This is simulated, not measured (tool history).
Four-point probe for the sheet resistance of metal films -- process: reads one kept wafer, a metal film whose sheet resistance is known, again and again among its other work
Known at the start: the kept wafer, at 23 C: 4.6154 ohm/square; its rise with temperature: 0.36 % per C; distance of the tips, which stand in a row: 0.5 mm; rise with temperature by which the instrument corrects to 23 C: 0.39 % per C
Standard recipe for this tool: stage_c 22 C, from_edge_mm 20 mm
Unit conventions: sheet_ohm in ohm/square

{"run": 1, "hour": 0.0, "stage_c": 22, "from_edge_mm": 20, "sheet_ohm": 4.624439}
{"run": 2, "hour": 17.0, "stage_c": 22, "from_edge_mm": 20, "sheet_ohm": 4.623316}
{"run": 3, "hour": 34.2, "stage_c": 18, "from_edge_mm": 20, "sheet_ohm": 4.628551}
{"run": 4, "hour": 42.5, "stage_c": 22, "from_edge_mm": 6, "sheet_ohm": 4.640259}
{"run": 5, "hour": 57.4, "stage_c": 22, "from_edge_mm": 6, "sheet_ohm": 4.640745}
{"run": 6, "hour": 66.8, "stage_c": 22, "from_edge_mm": 6, "sheet_ohm": 4.639716}
{"run": 7, "hour": 77.8, "stage_c": 22, "from_edge_mm": 20, "sheet_ohm": 4.623932}
{"run": 8, "hour": 86.6, "stage_c": 22, "from_edge_mm": 20, "sheet_ohm": 4.624108}
{"run": 9, "hour": 99.8, "stage_c": 22, "from_edge_mm": 20, "sheet_ohm": 4.624468}
{"run": 10, "hour": 110.9, "stage_c": 22, "from_edge_mm": 20, "sheet_ohm": 4.625824}
{"run": 11, "hour": 127.0, "stage_c": 22, "from_edge_mm": 11, "sheet_ohm": 4.627516}
{"run": 12, "hour": 134.8, "stage_c": 26, "from_edge_mm": 6, "sheet_ohm": 4.635858}
{"run": 13, "hour": 151.5, "stage_c": 26, "from_edge_mm": 6, "sheet_ohm": 4.634468}
{"run": 14, "hour": 159.8, "stage_c": 30, "from_edge_mm": 8, "sheet_ohm": 4.623641}
{"run": 15, "hour": 167.9, "stage_c": 22, "from_edge_mm": 22, "sheet_ohm": 4.622978}
{"run": 16, "hour": 181.4, "stage_c": 22, "from_edge_mm": 22, "sheet_ohm": 4.622763}
{"hour": 182.7, "done": "stage's thermometer calibrated"}
{"run": 17, "hour": 197.0, "stage_c": 20, "from_edge_mm": 9, "sheet_ohm": 4.63124}
{"run": 18, "hour": 209.4, "stage_c": 22, "from_edge_mm": 6, "sheet_ohm": 4.639187}
{"run": 19, "hour": 217.1, "stage_c": 22, "from_edge_mm": 6, "sheet_ohm": 4.638318}
{"run": 20, "hour": 230.4, "stage_c": 22, "from_edge_mm": 6, "sheet_ohm": 4.63759}
{"run": 21, "hour": 247.9, "stage_c": 33, "from_edge_mm": 26, "sheet_ohm": 4.611404}
{"run": 22, "hour": 264.7, "stage_c": 24, "from_edge_mm": 10, "sheet_ohm": 4.624135}

Consider 4 possible next runs. They are alternatives, not a sequence: every one starts from the tool as it was left by run 22. What does each give?
{"run": "A", "hour": 277.2, "stage_c": 20, "from_edge_mm": 9, "sheet_ohm": "?"}
{"run": "B", "hour": 277.2, "stage_c": 30, "from_edge_mm": 37, "sheet_ohm": "?"}
{"run": "C", "hour": 277.2, "stage_c": 30, "from_edge_mm": 8, "sheet_ohm": "?"}
{"run": "D", "hour": 277.2, "stage_c": 23, "from_edge_mm": 6, "sheet_ohm": "?"}

run=A sheet_ohm=4.629339
run=B sheet_ohm=4.612466
run=C sheet_ohm=4.622314
run=D sheet_ohm=4.635740
With the hidden condition removed and each run's random variation left untouched, the same runs would have given:
run=A sheet_ohm=4.625739
run=B sheet_ohm=4.608719
run=C sheet_ohm=4.618560
run=D sheet_ohm=4.632087

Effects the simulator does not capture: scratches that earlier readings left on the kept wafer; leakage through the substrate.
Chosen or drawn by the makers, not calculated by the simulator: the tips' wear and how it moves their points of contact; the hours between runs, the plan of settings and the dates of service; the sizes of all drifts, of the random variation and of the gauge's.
